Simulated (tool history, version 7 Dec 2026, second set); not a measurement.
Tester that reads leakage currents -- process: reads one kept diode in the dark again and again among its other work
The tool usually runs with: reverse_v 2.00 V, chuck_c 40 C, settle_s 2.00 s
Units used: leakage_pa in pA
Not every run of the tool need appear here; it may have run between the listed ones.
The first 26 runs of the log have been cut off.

run,hour,reverse_v,chuck_c,settle_s,hours of work since the probe card was cleaned,hours of work since the tester was calibrated,hours of work since the chuck was calibrated,leakage_pa
27,3108.0,2.00,21,1.99,793,2326,1243,31.15
28,3279.7,2.00,27,1.73,910,2443,1359,50.57
# hour 3346.9: chuck's temperature calibrated
29,3374.6,2.00,46,2.00,973,2506,19,209.67
30,3469.5,2.00,40,0.44,1037,2570,83,136.74
31,3559.6,2.24,22,0.78,1098,2631,144,35.18
32,3714.3,10.55,32,5.20,1203,2736,249,129.45
# hour 3779.9: probe card cleaned and baked
33,3852.2,10.55,45,5.20,49,2827,341,338.13
34,3939.0,10.55,45,5.20,108,2886,400,339.65
35,4086.9,10.55,45,5.20,208,2987,500,340.05
36,4232.0,5.28,30,0.89,307,3085,598,88.81
37,4355.4,5.28,30,0.89,390,3169,682,88.18
38,4504.5,15.39,30,2.43,491,3270,783,126.25

4 ways to go on from here, each from the tool as it stands after run 38. What would each give?
A,4598.1,16.39,36,3.07,555,3333,847,?
B,4598.1,11.02,40,8.09,555,3333,847,?
C,4598.1,15.39,47,2.43,555,3333,847,?
D,4598.1,15.39,49,2.43,555,3333,847,?

run,leakage_pa
A,202.64
B,239.99
C,440.91
D,506.41
With the hidden condition removed and each run's random variation left untouched, the same runs would have given:
run,leakage_pa
A,202.56
B,240.00
C,440.97
D,506.52
